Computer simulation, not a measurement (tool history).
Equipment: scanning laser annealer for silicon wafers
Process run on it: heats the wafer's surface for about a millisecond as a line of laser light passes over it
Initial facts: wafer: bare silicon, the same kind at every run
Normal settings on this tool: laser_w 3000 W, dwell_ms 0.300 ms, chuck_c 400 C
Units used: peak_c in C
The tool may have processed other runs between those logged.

| run | day | laser_w | dwell_ms | chuck_c | peak_c |
|---|---|---|---|---|---|
| 1 | 0.000 | 3000 | 0.300 | 400 | 1148 |
| 2 | 1.333 | 3000 | 0.300 | 400 | 1147 |
| 3 | 2.033 | 3000 | 0.377 | 400 | 1233 |
| 4 | 3.283 | 3000 | 0.377 | 400 | 1230 |
|  | 3.712 | window over the wafer cleaned |
| 5 | 4.562 | 3000 | 0.377 | 431 | 1297 |
| 6 | 5.512 | 3000 | 0.377 | 431 | 1298 |
| 7 | 6.979 | 3119 | 0.300 | 400 | 1213 |
| 8 | 8.088 | 3000 | 0.301 | 400 | 1174 |
| 9 | 8.721 | 3000 | 0.301 | 400 | 1173 |
| 10 | 9.792 | 3088 | 0.300 | 400 | 1196 |
| 11 | 11.121 | 3000 | 0.300 | 400 | 1167 |
| 12 | 12.138 | 3000 | 0.300 | 400 | 1163 |
| 13 | 12.871 | 3000 | 0.300 | 400 | 1165 |
| 14 | 14.008 | 3000 | 0.300 | 400 | 1161 |
| 15 | 14.871 | 2983 | 0.360 | 381 | 1204 |
| 16 | 16.021 | 3219 | 0.300 | 405 | 1228 |
| 17 | 17.375 | 2763 | 0.353 | 440 | 1174 |
| 18 | 18.492 | 2763 | 0.353 | 440 | 1177 |
| 19 | 19.992 | 2763 | 0.353 | 440 | 1172 |
| 20 | 20.638 | 2710 | 0.374 | 360 | 1095 |
| 21 | 21.621 | 2710 | 0.374 | 360 | 1094 |
| 22 | 22.758 | 2792 | 0.300 | 384 | 1064 |
| 23 | 23.521 | 3216 | 0.253 | 376 | 1117 |
|  | 24.775 | window over the wafer cleaned |
| 24 | 24.783 | 3000 | 0.300 | 406 | 1183 |
| 25 | 25.692 | 3000 | 0.292 | 400 | 1170 |
| 26 | 27.212 | 2703 | 0.317 | 398 | 1096 |
| 27 | 28.254 | 2703 | 0.317 | 398 | 1095 |

Below are 5 alternative next runs, each starting from the tool's condition after run 27. Predict each:
| A | 29.017 | 2702 | 0.229 | 375 | ? |
| B | 29.017 | 3254 | 0.246 | 368 | ? |
| C | 29.017 | 2780 | 0.309 | 361 | ? |
| D | 29.017 | 2703 | 0.337 | 398 | ? |
| E | 29.017 | 2857 | 0.255 | 367 | ? |

| run | peak_c |
|---|---|
| A | 969 |
| B | 1142 |
| C | 1072 |
| D | 1115 |
| E | 1039 |
What these runs would have given with no unlogged condition in the tool:
| run | peak_c |
|---|---|
| A | 980 |
| B | 1157 |
| C | 1086 |
| D | 1129 |
| E | 1052 |
